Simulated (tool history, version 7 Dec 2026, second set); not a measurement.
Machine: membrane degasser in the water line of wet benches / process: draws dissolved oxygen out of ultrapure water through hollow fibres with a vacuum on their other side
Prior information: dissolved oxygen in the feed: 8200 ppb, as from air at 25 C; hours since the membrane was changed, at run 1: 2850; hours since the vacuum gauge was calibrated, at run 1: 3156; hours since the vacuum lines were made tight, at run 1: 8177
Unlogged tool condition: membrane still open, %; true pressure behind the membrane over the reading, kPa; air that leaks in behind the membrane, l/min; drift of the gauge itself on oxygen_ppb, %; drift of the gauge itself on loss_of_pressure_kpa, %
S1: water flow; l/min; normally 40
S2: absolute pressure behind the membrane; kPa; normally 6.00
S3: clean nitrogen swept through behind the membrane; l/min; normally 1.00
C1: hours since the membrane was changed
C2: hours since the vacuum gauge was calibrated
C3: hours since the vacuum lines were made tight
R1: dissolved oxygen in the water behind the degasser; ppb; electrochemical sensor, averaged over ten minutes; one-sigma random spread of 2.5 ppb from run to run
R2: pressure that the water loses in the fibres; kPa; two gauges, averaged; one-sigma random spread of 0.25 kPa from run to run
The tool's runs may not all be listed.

| run | hour | S1 | S2 | S3 | C1 | C2 | C3 | R1 | R2 |
|---|---|---|---|---|---|---|---|---|---|
| 1 | 0.0 | 40 | 6.00 | 1.00 | 2850 | 3156 | 8177 | 261.2 | 68.08 |
| 2 | 103.9 | 40 | 6.00 | 1.00 | 2954 | 3260 | 8281 | 262.6 | 68.72 |
| 3 | 206.5 | 40 | 5.52 | 1.00 | 3056 | 3362 | 8384 | 219.9 | 68.03 |
| 4 | 285.4 | 40 | 5.52 | 1.00 | 3135 | 3441 | 8462 | 226.3 | 67.76 |
| 5 | 338.0 | 54 | 6.00 | 1.00 | 3188 | 3494 | 8515 | 391.2 | 91.60 |
| 6 | 435.9 | 54 | 6.00 | 1.00 | 3286 | 3592 | 8613 | 387.7 | 91.78 |
| 7 | 532.7 | 54 | 6.00 | 1.00 | 3382 | 3688 | 8710 | 392.8 | 92.52 |
| 8 | 618.8 | 54 | 6.00 | 1.00 | 3469 | 3775 | 8796 | 398.1 | 92.51 |
| 9 | 697.2 | 54 | 6.00 | 1.00 | 3547 | 3853 | 8874 | 394.0 | 92.11 |
| 10 | 762.7 | 54 | 6.00 | 1.00 | 3613 | 3918 | 8940 | 394.1 | 92.85 |
| 11 | 875.7 | 54 | 6.00 | 1.00 | 3725 | 4031 | 9053 | 393.5 | 92.51 |
| 12 | 929.5 | 54 | 6.00 | 1.00 | 3779 | 4085 | 9107 | 394.6 | 92.35 |
| 13 | 980.6 | 54 | 6.00 | 1.00 | 3830 | 4136 | 9158 | 390.1 | 92.83 |
| 14 | 1073.5 | 54 | 6.00 | 1.00 | 3923 | 4229 | 9251 | 400.2 | 92.15 |
| 15 | 1185.2 | 54 | 6.00 | 1.00 | 4035 | 4341 | 9362 | 393.4 | 92.20 |
| 16 | 1257.1 | 24 | 6.56 | 0.63 | 4107 | 4413 | 9434 | 268.5 | 41.26 |
| 17 | 1338.4 | 29 | 10.93 | 2.55 | 4188 | 4494 | 9516 | 224.4 | 49.75 |
| 18 | 1436.0 | 29 | 10.93 | 2.55 | 4286 | 4592 | 9613 | 216.6 | 49.99 |
| 19 | 1538.4 | 42 | 9.58 | 1.09 | 4388 | 4694 | 9716 | 523.3 | 72.32 |
| 20 | 1658.9 | 42 | 9.58 | 1.09 | 4509 | 4815 | 9836 | 521.6 | 72.29 |
|  | 1666.1 | vacuum gauge calibrated |
| 21 | 1741.4 | 41 | 10.08 | 1.00 | 4591 | 75 | 9918 | 589.5 | 70.56 |
| 22 | 1834.0 | 36 | 4.51 | 1.01 | 4683 | 168 | 10011 | 137.9 | 62.02 |
| 23 | 1891.9 | 41 | 3.85 | 0.44 | 4741 | 226 | 10069 | 169.9 | 70.13 |
| 24 | 1998.5 | 41 | 3.85 | 0.44 | 4848 | 332 | 10175 | 169.8 | 70.67 |
| 25 | 2067.9 | 41 | 3.85 | 0.44 | 4917 | 402 | 10245 | 170.0 | 70.75 |
| 26 | 2136.1 | 40 | 6.51 | 1.00 | 4985 | 470 | 10313 | 315.0 | 69.10 |
| 27 | 2228.5 | 50 | 6.00 | 1.29 | 5078 | 562 | 10405 | 319.0 | 86.63 |
|  | 2283.7 | vacuum gauge calibrated, once more |
| 28 | 2315.5 | 50 | 6.00 | 1.29 | 5164 | 32 | 10492 | 299.5 | 86.36 |
| 29 | 2369.9 | 30 | 6.00 | 1.00 | 5219 | 86 | 10546 | 184.0 | 51.64 |

Branching from run 29: 3 alternative next runs. What would each branch give?
| A | 2436.4 | 40 | 6.00 | 0.73 | 5285 | 153 | 10612 | ? | ? |
| B | 2436.4 | 43 | 4.69 | 1.00 | 5285 | 153 | 10612 | ? | ? |
| C | 2436.4 | 31 | 6.00 | 1.00 | 5285 | 153 | 10612 | ? | ? |

| run | R1 | R2 |
|---|---|---|
| A | 309.9 | 69.52 |
| B | 172.4 | 74.18 |
| C | 189.7 | 53.76 |
Had the tool no hidden state, the same runs would have come out as:
| run | R1 | R2 |
|---|---|---|
| A | 303.9 | 67.09 |
| B | 163.3 | 71.57 |
| C | 185.4 | 51.88 |
